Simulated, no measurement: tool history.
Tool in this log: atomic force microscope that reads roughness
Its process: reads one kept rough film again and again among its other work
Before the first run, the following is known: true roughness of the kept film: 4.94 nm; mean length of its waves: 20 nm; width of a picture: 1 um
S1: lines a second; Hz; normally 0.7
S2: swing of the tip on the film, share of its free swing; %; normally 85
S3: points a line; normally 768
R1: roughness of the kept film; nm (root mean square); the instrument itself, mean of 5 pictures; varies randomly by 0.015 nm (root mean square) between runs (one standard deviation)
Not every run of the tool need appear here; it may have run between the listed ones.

Run 1, hour 0: usual settings. Result: R1 3.191 nm (root mean square).
Run 2, hour 54.2: usual settings but S1 0.891 Hz. Result: R1 2.553 nm (root mean square).
At hour 90.9: new tip fitted.
Run 3, hour 106.8: usual settings but S1 0.891 Hz, S2 71 %. Result: R1 3.326 nm (root mean square).
Run 4, hour 155: usual settings but S2 88 %. Result: R1 2.624 nm (root mean square).
At hour 199.8: new tip fitted.
Run 5, hour 222.9: usual settings but S2 88 %. Result: R1 3.108 nm (root mean square).
Run 6, hour 276.9: usual settings but S2 88 %. Result: R1 2.486 nm (root mean square).
At hour 309.9: new tip fitted.
Run 7, hour 319.5: usual settings but S2 88 %. Result: R1 3.362 nm (root mean square).
Run 8, hour 379.3: usual settings but S2 62 %. Result: R1 2.709 nm (root mean square).
At hour 416.5: new tip fitted.
Run 9, hour 423.4: usual settings but S2 62 %, S3 526. Result: R1 3.565 nm (root mean square).
Run 10, hour 461.7: usual settings but S2 62 %, S3 526. Result: R1 2.969 nm (root mean square).
At hour 523.2: new tip fitted.
Run 11, hour 523.2: usual settings. Result: R1 3.533 nm (root mean square).
Run 12, hour 574.4: usual settings. Result: R1 2.833 nm (root mean square).
At hour 630.9: new tip fitted.
Run 13, hour 633.6: usual settings. Result: R1 3.481 nm (root mean square).
Run 14, hour 683.4: usual settings but S3 421. Result: R1 2.721 nm (root mean square).
At hour 738.1: new tip fitted.
Run 15, hour 756: usual settings. Result: R1 3.256 nm (root mean square).
Run 16, hour 821.4: usual settings. Result: R1 2.51 nm (root mean square).
At hour 846.4: new tip fitted.
Run 17, hour 852.2: usual settings. Result: R1 3.533 nm (root mean square).
Run 18, hour 895.8: usual settings. Result: R1 2.917 nm (root mean square).
Run 19, hour 948.7: usual settings. Result: R1 2.43 nm (root mean square).
At hour 953.5: new tip fitted.
Run 20, hour 1018.6: usual settings. Result: R1 2.7 nm (root mean square).
At hour 1063.8: new tip fitted.
Run 21, hour 1071: usual settings but S2 63 %. Result: R1 3.53 nm (root mean square).
Run 22, hour 1112.7: usual settings but S2 78 %. Result: R1 2.897 nm (root mean square).
Run 23, hour 1143.5: usual settings but S2 78 %. Result: R1 2.592 nm (root mean square).
At hour 1173.7: new tip fitted.
Run 24, hour 1192.1: usual settings but S3 875. Result: R1 3.239 nm (root mean square).
Run 25, hour 1237.7: usual settings but S1 2.246 Hz, S2 77 %, S3 407. Result: R1 2.564 nm (root mean square).
Run 26, hour 1278.3: usual settings but S1 3.297 Hz, S2 61 %, S3 618. Result: R1 2.316 nm (root mean square).
At hour 1282.2: new tip fitted.
Run 27, hour 1326.9: usual settings but S1 1.714 Hz, S2 71 %, S3 351. Result: R1 2.912 nm (root mean square).
Run 28, hour 1375.3: usual settings but S1 0.804 Hz, S2 67 %, S3 793. Result: R1 2.549 nm (root mean square).
At hour 1383: height scale calibrated on a step standard.
At hour 1396.3: new tip fitted.
Run 29, hour 1433.4: usual settings but S1 0.804 Hz, S2 67 %, S3 793. Result: R1 3.154 nm (root mean square).
Run 30, hour 1485.8: usual settings but S1 2.45 Hz. Result: R1 2.311 nm (root mean square).
At hour 1504.4: height scale calibrated on a step standard, once more.
At hour 1504.9: new tip fitted.
Run 31, hour 1530: usual settings but S1 2.45 Hz. Result: R1 2.848 nm (root mean square).
Run 32, hour 1566.9: usual settings but S1 2.45 Hz. Result: R1 2.473 nm (root mean square).
Run 33, hour 1610: usual settings but S1 1.06 Hz, S2 77 %, S3 670. Result: R1 2.315 nm (root mean square).
At hour 1615.2: new tip fitted.
Run 34, hour 1661.2: usual settings but S1 1.06 Hz, S2 77 %, S3 670. Result: R1 2.842 nm (root mean square).
At hour 1727.1: new tip fitted.
Run 35, hour 1728.5: usual settings but S1 2.012 Hz, S2 78 %. Result: R1 3.364 nm (root mean square).
Run 36, hour 1769.2: usual settings but S1 2.012 Hz, S2 78 %. Result: R1 2.752 nm (root mean square).
Run 37, hour 1832.7: usual settings but S1 0.595 Hz, S2 83 %, S3 690. Result: R1 2.298 nm (root mean square).
At hour 1836.8: new tip fitted.
Run 38, hour 1905.3: usual settings but S1 0.595 Hz, S2 83 %, S3 690. Result: R1 2.583 nm (root mean square).
At hour 1944.7: new tip fitted.
Run 39, hour 1973.1: usual settings but S1 0.506 Hz, S2 64 %. Result: R1 3.119 nm (root mean square).
Run 40, hour 2024.1: usual settings but S1 0.506 Hz, S2 64 %. Result: R1 2.577 nm (root mean square).
At hour 2051.4: new tip fitted.
Run 41, hour 2075.7: usual settings but S2 56 %, S3 750. Result: R1 3.239 nm (root mean square).
Run 42, hour 2140.7: usual settings but S2 56 %, S3 750. Result: R1 2.498 nm (root mean square).
At hour 2162.9: new tip fitted.
Run 43, hour 2172.6: usual settings but S2 56 %, S3 750. Result: R1 3.531 nm (root mean square).
Run 44, hour 2235.3: usual settings but S2 56 %, S3 750. Result: R1 2.642 nm (root mean square).
At hour 2270: new tip fitted.
Run 45, hour 2275.8: usual settings but S2 56 %, S3 750. Result: R1 3.53 nm (root mean square).
Run 46, hour 2326.5: usual settings but S3 486. Result: R1 2.727 nm (root mean square).
At hour 2378.5: new tip fitted.
Run 47, hour 2396.7: usual settings but S3 486. Result: R1 3.182 nm (root mean square).

Forecast each of these 3 alternatives for the next run:
Run A, hour 2452.2: usual settings but S1 2.391 Hz, S2 82 %, S3 398. Result: R1 ?.
Run B, hour 2452.2: usual settings but S1 3.197 Hz, S2 81 %, S3 829. Result: R1 ?.
Run C, hour 2452.2: usual settings but S1 3.219 Hz, S2 80 %, S3 849. Result: R1 ?.

run     R1
  A  2.354
  B    2.3
  C  2.303
Stripped of hidden state, with their random variation kept, the same runs would have yielded:
run     R1
  A  3.272
  B  3.197
  C  3.208
